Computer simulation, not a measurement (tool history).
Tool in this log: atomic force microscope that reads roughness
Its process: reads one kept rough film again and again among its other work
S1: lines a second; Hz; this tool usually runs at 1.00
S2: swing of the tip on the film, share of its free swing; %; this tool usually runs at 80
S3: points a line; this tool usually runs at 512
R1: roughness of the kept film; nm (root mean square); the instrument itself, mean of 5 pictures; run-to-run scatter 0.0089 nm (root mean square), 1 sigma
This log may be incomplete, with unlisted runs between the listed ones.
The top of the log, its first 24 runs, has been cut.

run    hour    S1  S2   S3     R1
 25   975.8  1.10  76  556  1.467
 26  1027.9  3.74  80  512  1.079
 27  1063.4  1.14  80  660  1.248
 28  1096.4  1.14  77  293  1.185
     1105.3  -- new tip fitted
 29  1128.1  1.79  88  695  1.651
     1134.1  -- height scale calibrated on a step standard
 30  1160.3  1.24  71  575  1.790
 31  1210.5  3.09  80  462  1.346
 32  1248.8  3.09  80  462  1.241
 33  1292.8  3.09  80  462  1.140
 34  1338.7  3.09  80  462  1.074
 35  1368.3  3.09  80  462  1.028
     1381.9  -- new tip fitted
 36  1410.9  3.09  80  462  1.567
 37  1436.7  1.97  71  308  1.697
     1455.7  -- height scale calibrated on a step standard, once more
 38  1480.0  2.15  69  512  1.554
 39  1507.5  2.50  80  512  1.335
 40  1539.2  2.50  80  512  1.264
 41  1582.1  1.00  63  512  1.384
 42  1622.6  1.78  56  294  1.252

Here are 3 independent what-if runs from the current tool condition. What would each one return?
     1660.0  -- new tip fitted
  A  1668.2  2.30  73  512   ?
     1660.0  -- new tip fitted
  B  1668.2  1.35  80  512   ?
     1660.0  -- new tip fitted
  C  1668.2  1.04  62  818   ?

run     R1
  A  1.872
  B  1.896
  C  2.080
Had the tool no hidden state, the same runs would have come out as:
run     R1
  A  1.913
  B  1.938
  C  2.125
